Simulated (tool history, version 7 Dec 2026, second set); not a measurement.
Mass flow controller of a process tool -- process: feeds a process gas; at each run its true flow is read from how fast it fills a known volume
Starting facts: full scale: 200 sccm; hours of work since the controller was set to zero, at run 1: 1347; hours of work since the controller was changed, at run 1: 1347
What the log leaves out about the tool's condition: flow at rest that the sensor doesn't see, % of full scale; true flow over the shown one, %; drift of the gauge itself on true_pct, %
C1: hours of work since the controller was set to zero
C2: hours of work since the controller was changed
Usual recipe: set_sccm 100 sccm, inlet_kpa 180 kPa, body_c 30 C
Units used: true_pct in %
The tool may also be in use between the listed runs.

run 1 day=0.000 | set_sccm=100 inlet_kpa=180 body_c=30 | C1=1347 C2=1347 | true_pct=98.14
run 2 day=5.738 | set_sccm=100 inlet_kpa=180 body_c=30 | C1=1403 C2=1403 | true_pct=98.18
run 3 day=10.688 | set_sccm=100 inlet_kpa=180 body_c=30 | C1=1452 C2=1452 | true_pct=98.21
run 4 day=14.758 | set_sccm=100 inlet_kpa=180 body_c=30 | C1=1492 C2=1492 | true_pct=98.30
run 5 day=20.296 | set_sccm=100 inlet_kpa=180 body_c=30 | C1=1547 C2=1547 | true_pct=98.15
run 6 day=25.596 | set_sccm=100 inlet_kpa=180 body_c=30 | C1=1599 C2=1599 | true_pct=98.15
run 7 day=29.592 | set_sccm=100 inlet_kpa=180 body_c=30 | C1=1638 C2=1638 | true_pct=98.32
run 8 day=35.054 | set_sccm=100 inlet_kpa=180 body_c=30 | C1=1692 C2=1692 | true_pct=98.15
run 9 day=38.117 | set_sccm=100 inlet_kpa=180 body_c=30 | C1=1722 C2=1722 | true_pct=98.25
-- day=38.671 controller's zero set anew
run 10 day=44.521 | set_sccm=100 inlet_kpa=180 body_c=30 | C1=58 C2=1785 | true_pct=98.51
run 11 day=48.433 | set_sccm=31 inlet_kpa=180 body_c=27 | C1=96 C2=1823 | true_pct=98.74
run 12 day=51.312 | set_sccm=31 inlet_kpa=180 body_c=27 | C1=124 C2=1852 | true_pct=98.80
run 13 day=54.800 | set_sccm=100 inlet_kpa=233 body_c=39 | C1=159 C2=1886 | true_pct=97.80
run 14 day=59.308 | set_sccm=100 inlet_kpa=233 body_c=39 | C1=203 C2=1930 | true_pct=97.93
run 15 day=65.688 | set_sccm=141 inlet_kpa=180 body_c=28 | C1=266 C2=1993 | true_pct=98.95
run 16 day=69.988 | set_sccm=141 inlet_kpa=180 body_c=28 | C1=308 C2=2036 | true_pct=98.90
run 17 day=73.850 | set_sccm=100 inlet_kpa=255 body_c=30 | C1=346 C2=2074 | true_pct=97.96

Hidden state at the last listed run before each entry between runs and at the first one after, where it differs:
After run 9, before run 10: controller's zero set anew (day 38.671)
  flow at rest that the sensor doesn't see, % of full scale: 0.27 -> 0.33; true flow over the shown one, %: -0.53 -> -0.55
  measured minus no-state result, true_pct: +0.01 -> +0.11 %

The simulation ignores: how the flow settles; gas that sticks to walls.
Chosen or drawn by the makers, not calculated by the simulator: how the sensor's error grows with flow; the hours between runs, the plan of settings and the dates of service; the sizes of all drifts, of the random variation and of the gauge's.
